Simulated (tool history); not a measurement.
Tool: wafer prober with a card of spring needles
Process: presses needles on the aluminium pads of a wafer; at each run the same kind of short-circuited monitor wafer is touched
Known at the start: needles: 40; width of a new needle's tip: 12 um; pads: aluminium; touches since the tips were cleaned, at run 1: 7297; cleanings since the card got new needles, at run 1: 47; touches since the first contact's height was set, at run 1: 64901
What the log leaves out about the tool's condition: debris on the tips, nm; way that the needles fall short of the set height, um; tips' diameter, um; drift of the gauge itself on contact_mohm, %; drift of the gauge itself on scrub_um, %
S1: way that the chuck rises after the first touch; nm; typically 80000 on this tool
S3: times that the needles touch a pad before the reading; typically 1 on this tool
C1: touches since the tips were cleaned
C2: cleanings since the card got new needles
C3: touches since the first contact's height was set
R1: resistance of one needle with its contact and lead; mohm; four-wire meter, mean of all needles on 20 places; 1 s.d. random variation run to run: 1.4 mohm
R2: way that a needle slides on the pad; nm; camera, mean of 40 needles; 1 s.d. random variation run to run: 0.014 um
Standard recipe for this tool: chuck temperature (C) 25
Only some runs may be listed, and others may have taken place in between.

{"run": 1, "hour": 0.0, "S1": 80000, "chuck temperature (C)": 25, "S3": 1, "C1": 7297, "C2": 47, "C3": 64901, "R1": 154, "R2": 16790}
{"hour": 2.2, "done": "tips cleaned on abrasive film"}
{"hour": 29.3, "done": "tips cleaned on abrasive film"}
{"run": 2, "hour": 32.7, "S1": 80000, "chuck temperature (C)": 25, "S3": 1, "C1": 1006, "C2": 49, "C3": 74630, "R1": 129, "R2": 16780}
{"hour": 57.4, "done": "tips cleaned on abrasive film"}
{"run": 3, "hour": 64.4, "S1": 80000, "chuck temperature (C)": 25, "S3": 1, "C1": 2097, "C2": 50, "C3": 84117, "R1": 135, "R2": 16760}
{"hour": 82.9, "done": "tips cleaned on abrasive film"}
{"run": 4, "hour": 92.7, "S1": 80000, "chuck temperature (C)": 36, "S3": 1, "C1": 2944, "C2": 51, "C3": 92553, "R1": 139, "R2": 16770}
{"hour": 107.9, "done": "tips cleaned on abrasive film"}
{"run": 5, "hour": 110.4, "S1": 69000, "chuck temperature (C)": 25, "S3": 1, "C1": 741, "C2": 52, "C3": 97831, "R1": 132, "R2": 14440}
{"run": 6, "hour": 127.0, "S1": 69000, "chuck temperature (C)": 25, "S3": 1, "C1": 5700, "C2": 52, "C3": 102790, "R1": 160, "R2": 14440}
{"hour": 134.4, "done": "tips cleaned on abrasive film"}
{"run": 7, "hour": 144.6, "S1": 80000, "chuck temperature (C)": 25, "S3": 2, "C1": 3054, "C2": 53, "C3": 108051, "R1": 132, "R2": 16730}
{"hour": 160.1, "done": "tips cleaned on abrasive film"}
{"run": 8, "hour": 164.5, "S1": 80000, "chuck temperature (C)": 25, "S3": 2, "C1": 1320, "C2": 54, "C3": 113975, "R1": 128, "R2": 16730}
{"hour": 188.4, "done": "tips cleaned on abrasive film"}
{"run": 9, "hour": 194.0, "S1": 80000, "chuck temperature (C)": 32, "S3": 3, "C1": 1671, "C2": 55, "C3": 122788, "R1": 127, "R2": 16720}
{"hour": 215.0, "done": "tips cleaned on abrasive film"}
{"run": 10, "hour": 223.9, "S1": 80000, "chuck temperature (C)": 44, "S3": 1, "C1": 2666, "C2": 56, "C3": 131709, "R1": 141, "R2": 16690}
{"hour": 241.3, "done": "tips cleaned on abrasive film"}
{"run": 11, "hour": 259.0, "S1": 95000, "chuck temperature (C)": 44, "S3": 1, "C1": 5281, "C2": 57, "C3": 142190, "R1": 138, "R2": 19850}
{"hour": 268.7, "done": "tips cleaned on abrasive film"}
{"run": 12, "hour": 274.9, "S1": 61000, "chuck temperature (C)": 79, "S3": 2, "C1": 1851, "C2": 58, "C3": 146930, "R1": 145, "R2": 12690}
{"hour": 296.7, "done": "tips cleaned on abrasive film"}
{"run": 13, "hour": 314.3, "S1": 65000, "chuck temperature (C)": 46, "S3": 2, "C1": 5257, "C2": 59, "C3": 158704, "R1": 150, "R2": 13530}
{"hour": 323.3, "done": "tips cleaned on abrasive film"}
{"hour": 342.1, "done": "height of the first contact set anew"}
{"hour": 349.3, "done": "tips cleaned on abrasive film"}
{"run": 14, "hour": 349.7, "S1": 91000, "chuck temperature (C)": 90, "S3": 2, "C1": 117, "C2": 61, "C3": 2247, "R1": 128, "R2": 19170}
{"run": 15, "hour": 373.0, "S1": 91000, "chuck temperature (C)": 44, "S3": 2, "C1": 7098, "C2": 61, "C3": 9228, "R1": 137, "R2": 19160}

The same runs without the tool's hidden state, with the same run-to-run variation:
run=1 R1=119 R2=16860
run=2 R1=117 R2=16870
run=3 R1=119 R2=16860
run=4 R1=118 R2=16880
run=5 R1=120 R2=14570
run=6 R1=122 R2=14570
run=7 R1=119 R2=16860
run=8 R1=119 R2=16870
run=9 R1=121 R2=16870
run=10 R1=120 R2=16860
run=11 R1=117 R2=20030
run=12 R1=131 R2=12870
run=13 R1=125 R2=13710
run=14 R1=126 R2=19180
run=15 R1=121 R2=19170
